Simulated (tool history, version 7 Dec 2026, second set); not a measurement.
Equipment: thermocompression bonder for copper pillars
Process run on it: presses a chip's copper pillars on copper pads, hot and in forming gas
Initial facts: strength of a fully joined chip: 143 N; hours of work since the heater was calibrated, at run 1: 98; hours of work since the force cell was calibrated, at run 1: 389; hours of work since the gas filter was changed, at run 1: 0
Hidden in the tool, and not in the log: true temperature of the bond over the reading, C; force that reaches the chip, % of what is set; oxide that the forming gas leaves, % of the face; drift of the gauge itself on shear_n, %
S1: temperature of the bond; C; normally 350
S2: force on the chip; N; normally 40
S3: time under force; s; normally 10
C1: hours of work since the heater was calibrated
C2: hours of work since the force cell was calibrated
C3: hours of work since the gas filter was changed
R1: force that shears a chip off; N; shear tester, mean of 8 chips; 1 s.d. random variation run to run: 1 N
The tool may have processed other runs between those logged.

run   hour   S1  S2  S3   C1   C2   C3     R1
  1      0  350  40  10   98  389    0   90.6
  2   82.4  350  40  10  160  451   63   87.8
  3  163.1  350  40  10  222  512  124     87
  4    235  350  40  10  276  567  178   83.8
  5  289.8  350  40  10  318  609  220   84.5
  6  330.1  350  40  10  348  639  251   84.1
  7  367.3  350  40  10  377  667  279   82.1
  8  448.5  350  40  10  438  729  340   84.1
     473.3  -- forming gas filter changed
  9  532.9  350  55  28  502  793   45  123.9
 10  588.9  377  56  28  544  835   88  135.3
 11  643.4  374  40  11  586  877  129  107.3
 12  719.4  374  40  11  644  934  187  107.7
     728.2  -- force cell calibrated
 13  771.8  329  32  14  682   33  226   67.5
 14  851.9  349  50   6  743   94  286   76.6
 15  926.8  377  38   9  800  151  343   97.5
     945.5  -- forming gas filter changed
 16  995.5  377  38   9  852  203   38  104.5

Predict each of these 3 candidate next runs independently; none follows another, all start after run 16:
  A  1044.7  351  25  17  889  240  75   ?
  B  1044.7  374  46  27  889  240  75   ?
  C  1044.7  376  34  10  889  240  75   ?

run     R1
  A   86.5
  B  129.3
  C  101.7
Without the tool's hidden state the same runs would have given:
run     R1
  A   90.2
  B  132.8
  C  105.3

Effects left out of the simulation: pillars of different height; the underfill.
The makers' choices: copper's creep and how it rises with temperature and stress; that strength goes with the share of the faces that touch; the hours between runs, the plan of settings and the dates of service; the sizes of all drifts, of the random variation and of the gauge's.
